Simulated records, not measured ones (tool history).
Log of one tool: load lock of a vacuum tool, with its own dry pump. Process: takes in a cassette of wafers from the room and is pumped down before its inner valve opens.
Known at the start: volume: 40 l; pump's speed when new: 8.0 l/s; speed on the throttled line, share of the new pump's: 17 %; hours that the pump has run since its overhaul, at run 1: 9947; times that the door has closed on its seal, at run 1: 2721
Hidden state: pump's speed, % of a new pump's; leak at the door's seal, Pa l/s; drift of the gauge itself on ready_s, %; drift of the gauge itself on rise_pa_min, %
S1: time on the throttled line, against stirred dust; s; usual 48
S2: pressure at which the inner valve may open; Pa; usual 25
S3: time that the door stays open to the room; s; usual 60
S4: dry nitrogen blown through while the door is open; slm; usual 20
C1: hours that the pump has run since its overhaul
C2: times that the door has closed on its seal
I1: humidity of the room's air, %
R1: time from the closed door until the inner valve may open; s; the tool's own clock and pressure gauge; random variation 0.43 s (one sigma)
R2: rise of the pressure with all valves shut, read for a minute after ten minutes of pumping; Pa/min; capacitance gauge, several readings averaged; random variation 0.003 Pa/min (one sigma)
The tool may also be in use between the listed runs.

Run 1, hour 0: usual settings; C1 9947; C2 2721; I1 44.2. Result: R1 85.9 s, R2 0.061 Pa/min.
Run 2, hour 395.3: usual settings; C1 10342; C2 4687; I1 48.9. Result: R1 86.5 s, R2 0.078 Pa/min.
Run 3, hour 925.7: usual settings; C1 10872; C2 7325; I1 44.8. Result: R1 86.9 s, R2 0.108 Pa/min.
Run 4, hour 1517.9: usual settings; C1 11464; C2 10270; I1 45. Result: R1 87.5 s, R2 0.161 Pa/min.
Run 5, hour 1863.5: usual settings but S3 131 s; C1 11810; C2 11988; I1 43.3. Result: R1 86.4 s, R2 0.195 Pa/min.
Run 6, hour 2339.7: usual settings; C1 12286; C2 14356; I1 47.2. Result: R1 86.6 s, R2 0.225 Pa/min.
Run 7, hour 2907.9: usual settings but S3 41 s; C1 12854; C2 17181; I1 42.6. Result: R1 87.7 s, R2 0.27 Pa/min.
Run 8, hour 3442.7: usual settings but S3 41 s; C1 13389; C2 19841; I1 46. Result: R1 88.2 s, R2 0.349 Pa/min.
Run 9, hour 3837.3: usual settings but S1 57 s, S2 45 Pa, S3 79 s, S4 15 slm; C1 13784; C2 21803; I1 45.4. Result: R1 92.3 s, R2 0.419 Pa/min.
At hour 4067.8: door's seal changed, seat wiped.
Run 10, hour 4082.4: usual settings but S1 57 s, S2 45 Pa, S3 79 s, S4 15 slm; C1 14027; C2 73; I1 47.4. Result: R1 91.7 s, R2 0.05 Pa/min.
Run 11, hour 4670.5: usual settings but S1 57 s, S2 45 Pa, S3 79 s, S4 15 slm; C1 14616; C2 2997; I1 41.7. Result: R1 92.1 s, R2 0.064 Pa/min.
Run 12, hour 4925.7: usual settings but S1 78 s, S2 45 Pa, S3 208 s, S4 8 slm; C1 14871; C2 4266; I1 49.7. Result: R1 109.7 s, R2 0.139 Pa/min.
Run 13, hour 5504.9: usual settings but S1 78 s, S2 45 Pa, S3 208 s, S4 8 slm; C1 15450; C2 7146; I1 40.2. Result: R1 109 s, R2 0.158 Pa/min.

Forecast run 14:
Run 14, hour 5861.2: usual settings but S1 60 s, S2 23 Pa, S3 83 s, S4 13 slm; C1 15806; C2 8918; I1 45.5. Result: R1 ?, R2 ?.

R1: 99.6 s
R2: 0.148 Pa/min
Without the tool's hidden state the same run would have given R1 92.6 s, R2 0.054 Pa/min.
